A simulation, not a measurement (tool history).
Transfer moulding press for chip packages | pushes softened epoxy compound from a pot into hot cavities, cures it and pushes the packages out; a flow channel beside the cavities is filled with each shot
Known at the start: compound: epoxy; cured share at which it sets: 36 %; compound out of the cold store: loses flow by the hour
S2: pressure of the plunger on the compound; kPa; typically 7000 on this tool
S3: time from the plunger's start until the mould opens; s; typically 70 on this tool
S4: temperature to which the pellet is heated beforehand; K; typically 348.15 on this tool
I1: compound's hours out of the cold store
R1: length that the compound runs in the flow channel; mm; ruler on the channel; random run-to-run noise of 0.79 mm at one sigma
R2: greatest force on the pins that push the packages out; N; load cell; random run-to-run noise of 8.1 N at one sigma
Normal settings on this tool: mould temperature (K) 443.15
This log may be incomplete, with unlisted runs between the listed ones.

Run 1, hour 0: usual settings; I1 25.6. Result: R1 533.2 mm, R2 379 N.
At hour 23.6: cavities cleaned with cleaning compound and waxed.
Run 2, hour 34.2: usual settings but S4 341.15 K; I1 38.2. Result: R1 497.9 mm, R2 370 N.
Run 3, hour 67.4: usual settings but S4 341.15 K; I1 25.5. Result: R1 532.8 mm, R2 376 N.
At hour 78.2: cavities cleaned with cleaning compound and waxed.
At hour 104.8: plunger's sealing rings changed.
Run 4, hour 125.4: usual settings but S4 341.15 K; I1 31. Result: R1 518.1 mm, R2 368 N.
At hour 136.9: cavities cleaned with cleaning compound and waxed.
Run 5, hour 156.7: usual settings but S4 341.15 K; I1 28.9. Result: R1 524.9 mm, R2 380 N.
At hour 193.5: cavities cleaned with cleaning compound and waxed.
Run 6, hour 203.1: usual settings but S3 71 s, S4 341.15 K; I1 30.5. Result: R1 519.2 mm, R2 374 N.
Run 7, hour 230.6: usual settings but S3 71 s, S4 341.15 K; I1 8.1. Result: R1 590.1 mm, R2 406 N.
At hour 247.4: cavities cleaned with cleaning compound and waxed.
Run 8, hour 280.8: usual settings but S3 71 s, S4 341.15 K; I1 11. Result: R1 580.6 mm, R2 389 N.
At hour 299.8: cavities cleaned with cleaning compound and waxed.
Run 9, hour 308.7: usual settings but S3 71 s, S4 341.15 K; I1 8.1. Result: R1 589.7 mm, R2 393 N.
Run 10, hour 339.4: usual settings but S3 86 s; I1 24.6. Result: R1 538.7 mm, R2 275 N.
At hour 352.6: cavities cleaned with cleaning compound and waxed.
Run 11, hour 377.6: usual settings but S3 86 s; I1 37. Result: R1 499.6 mm, R2 266 N.
At hour 407.8: cavities cleaned with cleaning compound and waxed.
Run 12, hour 440.2: usual settings but mould temperature (K) 444.15; I1 44.6. Result: R1 477.2 mm, R2 343 N.
At hour 449.8: mould's thermocouples calibrated.
At hour 462.1: cavities cleaned with cleaning compound and waxed.
At hour 498.6: plunger's sealing rings changed.
Run 13, hour 503.6: usual settings but mould temperature (K) 440.15; I1 43.1. Result: R1 491.4 mm, R2 453 N.
At hour 518.1: cavities cleaned with cleaning compound and waxed.
Run 14, hour 543.1: usual settings but mould temperature (K) 440.15, S4 354.15 K; I1 39.1. Result: R1 500.4 mm, R2 449 N.
At hour 570.1: cavities cleaned with cleaning compound and waxed.
Run 15, hour 570.1: usual settings but mould temperature (K) 446.15, S4 354.15 K; I1 45. Result: R1 471.3 mm, R2 298 N.
At hour 623.6: cavities cleaned with cleaning compound and waxed.
Run 16, hour 631.8: usual settings but mould temperature (K) 446.15, S3 75 s; I1 46.1. Result: R1 468.2 mm, R2 271 N.
At hour 674.8: cavities cleaned with cleaning compound and waxed.
Run 17, hour 674.8: usual settings but mould temperature (K) 446.15, S3 75 s, S4 346.15 K; I1 20.9. Result: R1 539.1 mm, R2 282 N.
Run 18, hour 720.9: usual settings but mould temperature (K) 446.15, S2 6440 kPa, S3 81 s, S4 346.15 K; I1 29.4. Result: R1 492.7 mm, R2 276 N.
At hour 726: cavities cleaned with cleaning compound and waxed.
Run 19, hour 768.2: usual settings but S3 67 s, S4 347.15 K; I1 14.7. Result: R1 567.2 mm, R2 434 N.
At hour 780.5: cavities cleaned with cleaning compound and waxed.
Run 20, hour 802: usual settings but mould temperature (K) 446.15, S2 6540 kPa, S3 53 s, S4 347.15 K; I1 9.5. Result: R1 556.4 mm, R2 679 N.
At hour 831.6: cavities cleaned with cleaning compound and waxed.
Run 21, hour 836.1: usual settings but mould temperature (K) 441.15, S2 6440 kPa, S3 94 s; I1 36.3. Result: R1 486.5 mm, R2 260 N.
At hour 883.9: cavities cleaned with cleaning compound and waxed.
Run 22, hour 883.9: usual settings but S4 339.15 K; I1 24.7. Result: R1 535.4 mm, R2 392 N.
At hour 890.7: plunger's sealing rings changed.
At hour 938.2: cavities cleaned with cleaning compound and waxed.
Run 23, hour 938.2: usual settings but S2 6710 kPa; I1 39.9. Result: R1 483.6 mm, R2 370 N.
Run 24, hour 975.2: usual settings but S2 6710 kPa; I1 41.6. Result: R1 478.1 mm, R2 356 N.
At hour 992.7: cavities cleaned with cleaning compound and waxed.
Run 25, hour 1006.9: usual settings but S2 6400 kPa, S3 64 s; I1 25.9. Result: R1 508.8 mm, R2 462 N.
Run 26, hour 1042: usual settings but S2 6400 kPa, S3 64 s; I1 47.1. Result: R1 452.4 mm, R2 421 N.

Branching from run 26: 5 alternative next runs. What would each branch give?
At hour 1046.4: cavities cleaned with cleaning compound and waxed.
Run A, hour 1080.8: usual settings but S2 6990 kPa, S3 76 s, S4 345.15 K; I1 10.6. Result: R1 ?, R2 ?.
At hour 1046.4: cavities cleaned with cleaning compound and waxed.
Run B, hour 1080.8: usual settings but mould temperature (K) 448.15, S2 6310 kPa, S4 340.15 K; I1 46.6. Result: R1 ?, R2 ?.
At hour 1046.4: cavities cleaned with cleaning compound and waxed.
Run C, hour 1080.8: usual settings but S2 7490 kPa, S3 64 s; I1 32. Result: R1 ?, R2 ?.
At hour 1046.4: cavities cleaned with cleaning compound and waxed.
Run D, hour 1080.8: usual settings but S2 6400 kPa, S3 64 s, S4 355.15 K; I1 24.9. Result: R1 ?, R2 ?.
At hour 1046.4: cavities cleaned with cleaning compound and waxed.
Run E, hour 1080.8: usual settings but mould temperature (K) 442.15, S2 6400 kPa, S3 64 s, S4 358.15 K; I1 21.7. Result: R1 ?, R2 ?.

run     R1   R2
  A  579.6  359
  B  440.9  283
  C  532.2  441
  D  510.7  461
  E    522  490
Had the tool no hidden state, the same runs would have come out as:
run     R1   R2
  A  579.8  357
  B    441  281
  C  532.3  437
  D  510.8  458
  E  522.1  486
